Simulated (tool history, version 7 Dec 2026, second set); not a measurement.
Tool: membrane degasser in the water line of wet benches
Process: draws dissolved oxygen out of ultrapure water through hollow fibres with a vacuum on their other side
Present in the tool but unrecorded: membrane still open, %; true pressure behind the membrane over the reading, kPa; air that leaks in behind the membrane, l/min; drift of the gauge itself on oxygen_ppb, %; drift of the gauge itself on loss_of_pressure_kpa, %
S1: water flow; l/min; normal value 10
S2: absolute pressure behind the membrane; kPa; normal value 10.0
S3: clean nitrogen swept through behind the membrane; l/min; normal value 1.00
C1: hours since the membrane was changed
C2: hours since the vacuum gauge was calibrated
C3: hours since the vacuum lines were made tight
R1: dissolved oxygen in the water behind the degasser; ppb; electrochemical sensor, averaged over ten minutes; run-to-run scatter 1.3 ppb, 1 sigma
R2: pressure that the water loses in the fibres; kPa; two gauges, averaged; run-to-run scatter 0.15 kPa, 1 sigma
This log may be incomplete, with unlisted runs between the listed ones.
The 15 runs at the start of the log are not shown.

{"run": 16, "hour": 543.6, "S1": 10, "S2": 10.0, "S3": 1.0, "C1": 1565, "C2": 4453, "C3": 6235, "R1": 203.8, "R2": 32.16}
{"run": 17, "hour": 580.8, "S1": 10, "S2": 10.0, "S3": 1.0, "C1": 1603, "C2": 4490, "C3": 6272, "R1": 205.0, "R2": 32.22}
{"run": 18, "hour": 623.6, "S1": 7, "S2": 7.7, "S3": 0.71, "C1": 1645, "C2": 4533, "C3": 6315, "R1": 121.5, "R2": 22.39}
{"run": 19, "hour": 649.0, "S1": 12, "S2": 9.3, "S3": 0.73, "C1": 1671, "C2": 4559, "C3": 6340, "R1": 301.4, "R2": 38.95}
{"run": 20, "hour": 685.7, "S1": 12, "S2": 10.0, "S3": 0.59, "C1": 1707, "C2": 4595, "C3": 6377, "R1": 379.8, "R2": 38.56}
{"run": 21, "hour": 723.8, "S1": 13, "S2": 7.5, "S3": 1.87, "C1": 1746, "C2": 4633, "C3": 6415, "R1": 165.0, "R2": 41.9}
{"run": 22, "hour": 750.6, "S1": 13, "S2": 16.2, "S3": 0.64, "C1": 1772, "C2": 4660, "C3": 6442, "R1": 649.4, "R2": 42.1}
{"run": 23, "hour": 777.8, "S1": 13, "S2": 8.3, "S3": 0.64, "C1": 1800, "C2": 4687, "C3": 6469, "R1": 326.7, "R2": 42.15}
{"run": 24, "hour": 819.8, "S1": 10, "S2": 16.8, "S3": 1.0, "C1": 1842, "C2": 4729, "C3": 6511, "R1": 359.3, "R2": 32.31}
{"run": 25, "hour": 844.1, "S1": 13, "S2": 8.2, "S3": 1.57, "C1": 1866, "C2": 4754, "C3": 6535, "R1": 196.2, "R2": 42.1}
{"run": 26, "hour": 894.1, "S1": 13, "S2": 8.2, "S3": 1.57, "C1": 1916, "C2": 4804, "C3": 6585, "R1": 192.3, "R2": 42.13}
{"run": 27, "hour": 929.9, "S1": 13, "S2": 8.4, "S3": 1.57, "C1": 1952, "C2": 4839, "C3": 6621, "R1": 200.5, "R2": 41.95}
{"run": 28, "hour": 975.6, "S1": 13, "S2": 8.4, "S3": 2.92, "C1": 1997, "C2": 4885, "C3": 6667, "R1": 150.5, "R2": 42.12}
{"run": 29, "hour": 1008.4, "S1": 13, "S2": 7.6, "S3": 2.92, "C1": 2030, "C2": 4918, "C3": 6700, "R1": 144.2, "R2": 42.01}
{"run": 30, "hour": 1048.8, "S1": 10, "S2": 13.0, "S3": 0.49, "C1": 2071, "C2": 4958, "C3": 6740, "R1": 474.0, "R2": 32.62}
{"run": 31, "hour": 1076.8, "S1": 10, "S2": 13.0, "S3": 0.49, "C1": 2099, "C2": 4986, "C3": 6768, "R1": 479.0, "R2": 32.81}

4 options for the next run, each taken on its own from the tool as it stands now. Forecast them:
{"run": "A", "hour": 1111.3, "S1": 10, "S2": 10.3, "S3": 0.49, "C1": 2133, "C2": 5021, "C3": 6802, "R1": "?", "R2": "?"}
{"run": "B", "hour": 1111.3, "S1": 14, "S2": 10.8, "S3": 0.78, "C1": 2133, "C2": 5021, "C3": 6802, "R1": "?", "R2": "?"}
{"run": "C", "hour": 1111.3, "S1": 16, "S2": 8.5, "S3": 0.74, "C1": 2133, "C2": 5021, "C3": 6802, "R1": "?", "R2": "?"}
{"run": "D", "hour": 1111.3, "S1": 6, "S2": 16.9, "S3": 2.88, "C1": 2133, "C2": 5021, "C3": 6802, "R1": "?", "R2": "?"}

run=A R1=365.3 R2=32.34
run=B R1=418.8 R2=45.42
run=C R1=417.6 R2=52.28
run=D R1=78.7 R2=19.42
Had the tool no hidden state, the same runs would have come out as:
run=A R1=347.9 R2=31.76
run=B R1=399.0 R2=44.61
run=C R1=394.7 R2=51.35
run=D R1=73.8 R2=19.07
